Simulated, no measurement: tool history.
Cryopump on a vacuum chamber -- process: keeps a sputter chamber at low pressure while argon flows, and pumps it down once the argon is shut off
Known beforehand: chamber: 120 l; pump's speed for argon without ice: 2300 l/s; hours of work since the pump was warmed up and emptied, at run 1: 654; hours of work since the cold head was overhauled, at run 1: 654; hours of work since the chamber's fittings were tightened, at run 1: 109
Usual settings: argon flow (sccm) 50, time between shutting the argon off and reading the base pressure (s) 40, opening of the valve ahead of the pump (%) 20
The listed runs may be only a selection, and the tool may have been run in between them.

run	hour	argon flow (sccm)	time between shutting the argon off and reading the base pressure (s)	opening of the valve ahead of the pump (%)	hours of work since the pump was warmed up and emptied	hours of work since the cold head was overhauled	hours of work since the chamber's fittings were tightened	pressure while argon flows (Pa)	pressure after the wait (uPa)
1	0.0	50	40	20	654	654	109	0.1997	0.65
2	23.5	50	40	20	665	665	120	0.2004	0.69
3	61.9	57	40	20	682	682	137	0.2317	0.66
4	89.4	57	40	20	694	694	149	0.2306	0.70
# hour 118.0: pump warmed up, emptied and cooled again
5	129.4	57	40	20	5	710	165	0.2102	0.60
6	152.6	57	40	20	15	720	175	0.2104	0.61
7	175.1	57	40	20	25	730	185	0.2092	0.61
8	204.7	50	40	20	39	743	198	0.1836	0.62
9	229.8	50	40	20	50	754	209	0.1834	0.61
10	252.8	50	40	20	60	764	220	0.1852	0.63
11	286.2	50	40	50	75	779	235	0.0747	0.61
12	309.1	50	40	50	85	789	245	0.0753	0.66
13	329.0	50	40	20	94	798	254	0.1857	0.62
14	361.6	50	40	28	108	813	268	0.1331	0.66
15	385.7	50	40	28	119	824	279	0.1329	0.65
16	414.0	50	40	20	132	836	291	0.1860	0.64
17	451.7	50	40	20	148	853	308	0.1858	0.67
18	478.6	50	27	38	160	865	320	0.1000	0.87
19	503.6	50	27	38	172	876	331	0.1004	0.89
20	547.3	50	27	38	191	895	351	0.0992	0.85
21	570.6	50	27	38	201	906	361	0.1009	0.90
22	608.1	50	27	38	218	922	378	0.1012	0.89
23	637.5	33	40	20	231	936	391	0.1251	0.70
24	681.0	75	79	15	250	955	410	0.3748	0.51
25	721.3	75	79	15	268	973	428	0.3757	0.48
26	739.6	75	67	59	277	981	436	0.1023	0.56
27	772.8	77	40	18	291	996	451	0.3235	0.72
28	800.5	37	40	20	304	1008	463	0.1399	0.72
29	839.6	65	29	27	321	1025	481	0.1857	0.94
30	878.2	50	74	51	338	1043	498	0.0788	0.56
31	910.7	91	166	51	353	1057	512	0.1450	0.41
32	951.9	91	166	51	371	1075	531	0.1449	0.45
33	976.7	91	166	51	382	1086	542	0.1453	0.48
34	995.3	50	40	30	390	1095	550	0.1308	0.77

Across each entry between runs, compare the hidden state at the last listed run before it with the hidden state at the first listed run after it:
Logged between run 4 and run 5: pump warmed up, emptied and cooled again (hour 118.0)
  pump's speed, % of a pump's without ice: 67.6 -> 99.4; leak into the chamber, uPa l/s: 395 -> 406
  measured result minus the result with no hidden state, pressure while argon flows (Pa): +0.0204 -> +0.0004; pressure after the wait (uPa): +0.12 -> +0.04
